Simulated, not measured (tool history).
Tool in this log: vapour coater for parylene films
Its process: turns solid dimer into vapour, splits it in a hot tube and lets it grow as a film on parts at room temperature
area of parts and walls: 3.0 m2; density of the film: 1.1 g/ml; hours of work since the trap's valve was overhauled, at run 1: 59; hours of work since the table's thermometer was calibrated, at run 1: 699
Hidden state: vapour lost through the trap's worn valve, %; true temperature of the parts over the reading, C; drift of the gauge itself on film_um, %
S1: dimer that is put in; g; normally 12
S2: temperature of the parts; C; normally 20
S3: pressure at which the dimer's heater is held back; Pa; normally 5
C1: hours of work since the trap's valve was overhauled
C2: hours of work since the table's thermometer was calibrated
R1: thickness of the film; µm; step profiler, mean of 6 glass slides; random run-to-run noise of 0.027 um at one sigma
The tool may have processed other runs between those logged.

run   hour  S1  S2    S3   C1   C2    R1
  1      0  12  20     5   59  699  2.16
  2   18.1  12  20     5   76  715  2.09
  3   32.8  12  30     5   89  729  1.59
  4   44.8  12  30     5  100  739  1.55
  5   58.7   5  30     5  112  752  0.66
  6   75.2  12  20     5  127  767   2.1
  7   97.8  12  20     5  147  787  2.08
  8  110.6  12  20     5  159  799  2.07
  9  123.5  12  20     5  170  810  2.07
 10  137.1  12  31  2.49  183  822  1.59
 11  153.1  13  31  2.49  197  837  1.74
 12  167.6  19  29  2.61  210  850  2.64
 13  192.5   8  15     5  232  872  1.53
     198.5  -- trap's valve overhauled
 14  212.4   8  15     5   12  886  1.46
 15  231.6  12  18     5   30  904  1.98
 16  244.5  15  12  6.12   41  915  2.88
       255  -- table's thermometer calibrated
 17  269.9  20  13  3.12   63   13  4.04
 18  282.4  17  22     5   74   25  2.48

Run by run, hidden condition taken away, random variation retained:
run    R1
  1  2.27
  2  2.21
  3  1.68
  4  1.65
  5  0.71
  6  2.27
  7  2.27
  8  2.27
  9  2.28
 10  1.76
 11  1.94
 12  2.95
 13  1.73
 14  1.74
 15  2.38
 16   3.5
 17   4.8
 18  2.97
